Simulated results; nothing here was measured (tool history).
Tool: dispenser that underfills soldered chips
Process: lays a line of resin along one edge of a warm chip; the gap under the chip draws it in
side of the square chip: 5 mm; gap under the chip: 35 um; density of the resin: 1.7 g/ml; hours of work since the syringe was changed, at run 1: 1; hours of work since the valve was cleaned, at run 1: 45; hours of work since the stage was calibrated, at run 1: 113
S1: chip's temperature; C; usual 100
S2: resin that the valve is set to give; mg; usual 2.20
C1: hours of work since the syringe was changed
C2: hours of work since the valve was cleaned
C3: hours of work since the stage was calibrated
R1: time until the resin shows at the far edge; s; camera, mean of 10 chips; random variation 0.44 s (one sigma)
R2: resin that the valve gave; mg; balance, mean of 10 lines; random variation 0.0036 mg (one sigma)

run 1 hour=0.0 | S1=100 S2=2.20 | C1=1 C2=45 C3=113 | R1=35.1 R2=2.163
-- hour=7.5 new syringe of resin
run 2 hour=9.9 | S1=100 S2=2.20 | C1=2 C2=51 C3=119 | R1=37.5 R2=2.155
-- hour=16.8 new syringe of resin
run 3 hour=19.9 | S1=103 S2=2.20 | C1=2 C2=58 C3=126 | R1=34.9 R2=2.150
run 4 hour=24.9 | S1=103 S2=2.20 | C1=5 C2=61 C3=129 | R1=47.9 R2=2.151
-- hour=26.9 new syringe of resin
run 5 hour=30.3 | S1=103 S2=2.20 | C1=2 C2=64 C3=132 | R1=36.5 R2=2.139
-- hour=36.4 new syringe of resin
run 6 hour=38.0 | S1=103 S2=2.20 | C1=1 C2=69 C3=137 | R1=32.6 R2=2.144
-- hour=39.5 dispensing valve cleaned and set on the balance
-- hour=46.7 new syringe of resin
run 7 hour=50.5 | S1=103 S2=2.20 | C1=2 C2=7 C3=144 | R1=37.4 R2=2.196
-- hour=56.7 new syringe of resin
run 8 hour=58.3 | S1=103 S2=2.20 | C1=1 C2=12 C3=149 | R1=32.6 R2=2.184
-- hour=65.9 new syringe of resin
run 9 hour=68.9 | S1=103 S2=2.20 | C1=2 C2=18 C3=156 | R1=35.4 R2=2.175
-- hour=75.7 new syringe of resin
run 10 hour=78.5 | S1=103 S2=2.20 | C1=2 C2=24 C3=162 | R1=34.6 R2=2.179
-- hour=85.0 new syringe of resin
run 11 hour=89.7 | S1=100 S2=2.11 | C1=3 C2=32 C3=169 | R1=43.5 R2=2.075
-- hour=94.1 new syringe of resin
run 12 hour=98.5 | S1=100 S2=2.11 | C1=3 C2=37 C3=174 | R1=42.2 R2=2.069
-- hour=104.0 new syringe of resin
run 13 hour=108.7 | S1=100 S2=2.11 | C1=3 C2=43 C3=181 | R1=44.4 R2=2.060
-- hour=113.6 new syringe of resin
run 14 hour=116.7 | S1=86 S2=1.97 | C1=2 C2=48 C3=186 | R1=64.3 R2=1.922
-- hour=122.9 new syringe of resin
run 15 hour=124.3 | S1=110 S2=2.37 | C1=1 C2=53 C3=191 | R1=26.0 R2=2.311
-- hour=132.8 new syringe of resin
run 16 hour=135.4 | S1=108 S2=2.77 | C1=2 C2=60 C3=198 | R1=29.9 R2=2.688
-- hour=142.5 new syringe of resin
run 17 hour=145.3 | S1=108 S2=2.12 | C1=2 C2=66 C3=204 | R1=31.8 R2=2.060
-- hour=151.3 dispensing valve cleaned and set on the balance
-- hour=152.8 new syringe of resin
run 18 hour=152.8 | S1=108 S2=2.12 | C1=0 C2=1 C3=208 | R1=26.1 R2=2.125
run 19 hour=158.0 | S1=86 S2=2.17 | C1=3 C2=4 C3=211 | R1=70.2 R2=2.171
-- hour=162.0 new syringe of resin
run 20 hour=168.8 | S1=99 S2=2.43 | C1=4 C2=11 C3=218 | R1=49.8 R2=2.420
-- hour=171.6 new syringe of resin
run 21 hour=175.9 | S1=100 S2=2.38 | C1=3 C2=15 C3=222 | R1=42.0 R2=2.362
-- hour=181.1 new syringe of resin
run 22 hour=183.7 | S1=100 S2=2.38 | C1=2 C2=20 C3=227 | R1=37.6 R2=2.361
run 23 hour=189.7 | S1=103 S2=2.40 | C1=6 C2=24 C3=231 | R1=48.6 R2=2.381

The next listed run, before its measurement:
-- hour=190.8 new syringe of resin
run 24 hour=196.6 | S1=92 S2=2.71 | C1=4 C2=28 C3=235 | R1=? R2=?

Run 24 gave R1 59.6 s, R2 2.685 mg.
Without the tool's hidden state the same run would have given R1 40.5 s, R2 2.711 mg.

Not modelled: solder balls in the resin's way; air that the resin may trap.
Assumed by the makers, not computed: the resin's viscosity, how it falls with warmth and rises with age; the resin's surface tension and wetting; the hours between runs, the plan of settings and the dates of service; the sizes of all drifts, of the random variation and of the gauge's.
